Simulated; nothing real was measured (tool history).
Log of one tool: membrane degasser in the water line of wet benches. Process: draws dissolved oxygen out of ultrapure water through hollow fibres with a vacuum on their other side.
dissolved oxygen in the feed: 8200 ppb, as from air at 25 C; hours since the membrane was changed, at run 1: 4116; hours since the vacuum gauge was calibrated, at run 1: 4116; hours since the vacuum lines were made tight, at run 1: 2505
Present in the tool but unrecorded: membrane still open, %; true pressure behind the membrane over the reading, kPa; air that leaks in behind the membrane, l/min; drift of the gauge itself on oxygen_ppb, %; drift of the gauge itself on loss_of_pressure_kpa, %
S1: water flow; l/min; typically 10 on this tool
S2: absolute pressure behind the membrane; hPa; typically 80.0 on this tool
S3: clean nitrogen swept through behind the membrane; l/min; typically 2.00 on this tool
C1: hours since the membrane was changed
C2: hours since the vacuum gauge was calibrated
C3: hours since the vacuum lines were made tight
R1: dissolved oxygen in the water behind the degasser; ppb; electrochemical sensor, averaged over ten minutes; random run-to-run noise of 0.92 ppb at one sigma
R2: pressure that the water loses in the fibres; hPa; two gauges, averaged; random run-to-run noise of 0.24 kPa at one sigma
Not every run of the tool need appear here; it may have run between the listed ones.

run 1 hour=0.0 | S1=10 S2=80.0 S3=2.00 | C1=4116 C2=4116 C3=2505 | R1=95.8 R2=651.0
run 2 hour=82.9 | S1=10 S2=80.0 S3=1.56 | C1=4198 C2=4198 C3=2588 | R1=111.1 R2=644.1
run 3 hour=152.5 | S1=10 S2=80.0 S3=1.24 | C1=4268 C2=4268 C3=2657 | R1=128.2 R2=647.2
run 4 hour=249.4 | S1=10 S2=80.0 S3=1.24 | C1=4365 C2=4365 C3=2754 | R1=130.3 R2=648.2
run 5 hour=346.1 | S1=10 S2=80.0 S3=1.24 | C1=4462 C2=4462 C3=2851 | R1=130.0 R2=648.9
run 6 hour=488.1 | S1=10 S2=80.0 S3=1.24 | C1=4604 C2=4604 C3=2993 | R1=130.1 R2=643.3
run 7 hour=604.7 | S1=10 S2=80.0 S3=1.24 | C1=4720 C2=4720 C3=3110 | R1=133.2 R2=647.6
run 8 hour=721.7 | S1=10 S2=80.0 S3=1.24 | C1=4837 C2=4837 C3=3227 | R1=130.7 R2=651.9
run 9 hour=802.8 | S1=10 S2=80.0 S3=2.00 | C1=4918 C2=4918 C3=3308 | R1=96.1 R2=647.8
run 10 hour=942.8 | S1=10 S2=80.0 S3=2.00 | C1=5058 C2=5058 C3=3448 | R1=97.5 R2=648.4
run 11 hour=1083.8 | S1=10 S2=80.0 S3=2.00 | C1=5199 C2=5199 C3=3589 | R1=97.3 R2=648.6
run 12 hour=1214.7 | S1=10 S2=80.0 S3=2.00 | C1=5330 C2=5330 C3=3720 | R1=98.5 R2=651.2
run 13 hour=1316.8 | S1=10 S2=80.0 S3=2.00 | C1=5432 C2=5432 C3=3822 | R1=97.3 R2=654.0
run 14 hour=1433.8 | S1=10 S2=80.0 S3=2.00 | C1=5549 C2=5549 C3=3939 | R1=98.2 R2=652.4
run 15 hour=1548.0 | S1=10 S2=80.0 S3=2.00 | C1=5664 C2=5664 C3=4053 | R1=97.3 R2=652.2
run 16 hour=1663.2 | S1=10 S2=80.0 S3=2.00 | C1=5779 C2=5779 C3=4168 | R1=98.4 R2=648.1
run 17 hour=1754.4 | S1=10 S2=80.0 S3=2.00 | C1=5870 C2=5870 C3=4259 | R1=97.7 R2=651.1
run 18 hour=1887.9 | S1=10 S2=80.0 S3=2.00 | C1=6003 C2=6003 C3=4393 | R1=99.4 R2=657.4
run 19 hour=1947.2 | S1=12 S2=56.5 S3=2.29 | C1=6063 C2=6063 C3=4452 | R1=100.1 R2=786.7
run 20 hour=2070.2 | S1=10 S2=80.0 S3=3.43 | C1=6186 C2=6186 C3=4575 | R1=73.9 R2=653.8
run 21 hour=2211.0 | S1=10 S2=48.1 S3=2.26 | C1=6327 C2=6327 C3=4716 | R1=56.8 R2=655.4
run 22 hour=2310.3 | S1=14 S2=48.1 S3=2.26 | C1=6426 C2=6426 C3=4815 | R1=128.5 R2=919.3
run 23 hour=2428.5 | S1=14 S2=48.1 S3=2.26 | C1=6544 C2=6544 C3=4933 | R1=126.3 R2=923.1
run 24 hour=2495.9 | S1=10 S2=80.0 S3=1.50 | C1=6611 C2=6611 C3=5001 | R1=118.8 R2=652.9
run 25 hour=2574.2 | S1=8 S2=199.2 S3=1.15 | C1=6690 C2=6690 C3=5079 | R1=300.9 R2=524.6
run 26 hour=2651.9 | S1=8 S2=199.2 S3=1.15 | C1=6767 C2=6767 C3=5157 | R1=301.1 R2=525.2
run 27 hour=2783.3 | S1=8 S2=199.2 S3=1.15 | C1=6899 C2=6899 C3=5288 | R1=298.5 R2=524.3
run 28 hour=2846.5 | S1=7 S2=167.2 S3=2.00 | C1=6962 C2=6962 C3=5351 | R1=131.2 R2=464.2
run 29 hour=2961.6 | S1=7 S2=167.2 S3=2.00 | C1=7077 C2=7077 C3=5466 | R1=131.9 R2=462.6
run 30 hour=3038.3 | S1=10 S2=58.0 S3=2.00 | C1=7154 C2=7154 C3=5543 | R1=74.9 R2=659.1
run 31 hour=3136.4 | S1=10 S2=58.0 S3=2.00 | C1=7252 C2=7252 C3=5641 | R1=74.0 R2=660.0
run 32 hour=3207.2 | S1=13 S2=62.4 S3=4.10 | C1=7323 C2=7323 C3=5712 | R1=109.2 R2=856.3
run 33 hour=3308.0 | S1=10 S2=80.0 S3=5.59 | C1=7424 C2=7424 C3=5813 | R1=62.4 R2=660.5

Some steps in R1, run to run, broken into two amounts with sign: the step expected even without the hidden condition (settings, incoming material, random variation), and the rest, left for the hidden condition together with whatever gauge scatter is not in both the measured and the hidden-condition-free result:
Run 21 -> 22: S1 10 -> 14. R1 +71.7 ppb: hidden state +11.9, all else +59.8.
Run 23 -> 24: S1 14 -> 10, S2 48.1 -> 80.0, S3 2.26 -> 1.50. R1 -7.5 ppb: hidden state -9.0, all else +1.5.
Run 24 -> 25: S1 10 -> 8, S2 80.0 -> 199.2, S3 1.50 -> 1.15. R1 +182.1 ppb: hidden state +0.6, all else +181.5.
Run 27 -> 28: S1 8 -> 7, S2 199.2 -> 167.2, S3 1.15 -> 2.00. R1 -167.3 ppb: hidden state -6.5, all else -160.8.
Run 32 -> 33: S1 13 -> 10, S2 62.4 -> 80.0, S3 4.10 -> 5.59. R1 -46.8 ppb: hidden state -9.2, all else -37.6.
